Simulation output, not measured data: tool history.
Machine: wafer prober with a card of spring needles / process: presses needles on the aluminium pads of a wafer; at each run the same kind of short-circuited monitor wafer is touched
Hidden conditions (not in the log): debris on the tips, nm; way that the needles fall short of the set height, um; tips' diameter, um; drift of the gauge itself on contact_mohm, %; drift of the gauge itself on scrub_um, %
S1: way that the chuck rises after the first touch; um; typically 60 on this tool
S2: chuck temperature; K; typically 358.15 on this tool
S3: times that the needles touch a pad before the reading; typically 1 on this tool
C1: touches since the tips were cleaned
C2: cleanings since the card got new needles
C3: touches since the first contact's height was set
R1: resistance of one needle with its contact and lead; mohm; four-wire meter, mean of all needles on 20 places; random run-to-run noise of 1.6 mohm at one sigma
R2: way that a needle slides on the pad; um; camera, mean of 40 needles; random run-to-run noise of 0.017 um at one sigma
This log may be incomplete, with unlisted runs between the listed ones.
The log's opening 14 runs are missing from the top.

{"hour": 245.4, "done": "tips cleaned on abrasive film"}
{"run": 15, "hour": 247.0, "S1": 60, "S2": 300.15, "S3": 1, "C1": 528, "C2": 15, "C3": 110085, "R1": 147, "R2": 10.63}
{"hour": 266.8, "done": "tips cleaned on abrasive film"}
{"run": 16, "hour": 271.6, "S1": 60, "S2": 300.15, "S3": 1, "C1": 1527, "C2": 16, "C3": 117887, "R1": 143, "R2": 10.63}
{"hour": 289.7, "done": "tips cleaned on abrasive film"}
{"run": 17, "hour": 290.5, "S1": 60, "S2": 358.15, "S3": 1, "C1": 281, "C2": 17, "C3": 123892, "R1": 154, "R2": 10.59}
{"hour": 311.3, "done": "tips cleaned on abrasive film"}
{"run": 18, "hour": 316.3, "S1": 60, "S2": 358.15, "S3": 1, "C1": 1588, "C2": 18, "C3": 132073, "R1": 157, "R2": 10.59}
{"hour": 334.9, "done": "tips cleaned on abrasive film"}
{"run": 19, "hour": 339.0, "S1": 71, "S2": 313.15, "S3": 2, "C1": 1315, "C2": 19, "C3": 139279, "R1": 145, "R2": 12.55}
{"run": 20, "hour": 350.5, "S1": 71, "S2": 313.15, "S3": 2, "C1": 4996, "C2": 19, "C3": 142960, "R1": 146, "R2": 12.56}
{"hour": 357.6, "done": "tips cleaned on abrasive film"}
{"run": 21, "hour": 362.6, "S1": 71, "S2": 313.15, "S3": 2, "C1": 1613, "C2": 20, "C3": 146776, "R1": 147, "R2": 12.57}
{"hour": 380.1, "done": "tips cleaned on abrasive film"}
{"run": 22, "hour": 385.2, "S1": 56, "S2": 367.15, "S3": 2, "C1": 1631, "C2": 21, "C3": 153940, "R1": 157, "R2": 9.93}
{"hour": 401.7, "done": "tips cleaned on abrasive film"}
{"run": 23, "hour": 406.9, "S1": 76, "S2": 299.15, "S3": 2, "C1": 1672, "C2": 22, "C3": 160843, "R1": 140, "R2": 13.45}
{"hour": 423.5, "done": "tips cleaned on abrasive film"}
{"run": 24, "hour": 427.4, "S1": 41, "S2": 384.15, "S3": 2, "C1": 1265, "C2": 23, "C3": 167349, "R1": 171, "R2": 7.25}
{"hour": 445.0, "done": "tips cleaned on abrasive film"}
{"run": 25, "hour": 445.0, "S1": 77, "S2": 354.15, "S3": 3, "C1": 0, "C2": 24, "C3": 172918, "R1": 152, "R2": 13.6}
{"hour": 456.3, "done": "height of the first contact set anew"}
{"hour": 468.3, "done": "tips cleaned on abrasive film"}
{"run": 26, "hour": 470.8, "S1": 52, "S2": 340.15, "S3": 2, "C1": 799, "C2": 25, "C3": 4601, "R1": 151, "R2": 9.21}
{"hour": 490.0, "done": "tips cleaned on abrasive film"}
{"run": 27, "hour": 490.0, "S1": 50, "S2": 358.15, "S3": 1, "C1": 0, "C2": 26, "C3": 10696, "R1": 158, "R2": 8.85}
{"hour": 511.8, "done": "tips cleaned on abrasive film"}
{"run": 28, "hour": 514.8, "S1": 48, "S2": 358.15, "S3": 3, "C1": 956, "C2": 27, "C3": 18544, "R1": 162, "R2": 8.49}
{"run": 29, "hour": 527.5, "S1": 76, "S2": 319.15, "S3": 1, "C1": 5032, "C2": 27, "C3": 22620, "R1": 146, "R2": 13.46}
{"hour": 534.1, "done": "tips cleaned on abrasive film"}
{"run": 30, "hour": 548.1, "S1": 41, "S2": 350.15, "S3": 1, "C1": 4443, "C2": 28, "C3": 29132, "R1": 164, "R2": 7.24}
{"hour": 557.4, "done": "tips cleaned on abrasive film"}
{"run": 31, "hour": 574.4, "S1": 76, "S2": 309.15, "S3": 1, "C1": 5426, "C2": 29, "C3": 37511, "R1": 146, "R2": 13.46}
{"hour": 578.9, "done": "tips cleaned on abrasive film"}
{"run": 32, "hour": 587.1, "S1": 76, "S2": 309.15, "S3": 1, "C1": 2601, "C2": 30, "C3": 41513, "R1": 143, "R2": 13.44}
{"hour": 601.6, "done": "tips cleaned on abrasive film"}
{"run": 33, "hour": 611.2, "S1": 50, "S2": 314.15, "S3": 1, "C1": 3060, "C2": 31, "C3": 49164, "R1": 152, "R2": 8.82}

Forecast each of these 3 alternatives for the next run:
{"hour": 624.6, "done": "tips cleaned on abrasive film"}
{"run": "A", "hour": 635.5, "S1": 76, "S2": 358.15, "S3": 3, "C1": 3480, "C2": 32, "C3": 56878, "R1": "?", "R2": "?"}
{"hour": 624.6, "done": "tips cleaned on abrasive film"}
{"run": "B", "hour": 635.5, "S1": 43, "S2": 363.15, "S3": 2, "C1": 3480, "C2": 32, "C3": 56878, "R1": "?", "R2": "?"}
{"hour": 624.6, "done": "tips cleaned on abrasive film"}
{"run": "C", "hour": 635.5, "S1": 72, "S2": 314.15, "S3": 1, "C1": 3480, "C2": 32, "C3": 56878, "R1": "?", "R2": "?"}

run=A R1=153 R2=13.44
run=B R1=164 R2=7.60
run=C R1=145 R2=12.75
What these runs would have given with no unlogged condition in the tool:
run=A R1=153 R2=13.44
run=B R1=164 R2=7.60
run=C R1=145 R2=12.75

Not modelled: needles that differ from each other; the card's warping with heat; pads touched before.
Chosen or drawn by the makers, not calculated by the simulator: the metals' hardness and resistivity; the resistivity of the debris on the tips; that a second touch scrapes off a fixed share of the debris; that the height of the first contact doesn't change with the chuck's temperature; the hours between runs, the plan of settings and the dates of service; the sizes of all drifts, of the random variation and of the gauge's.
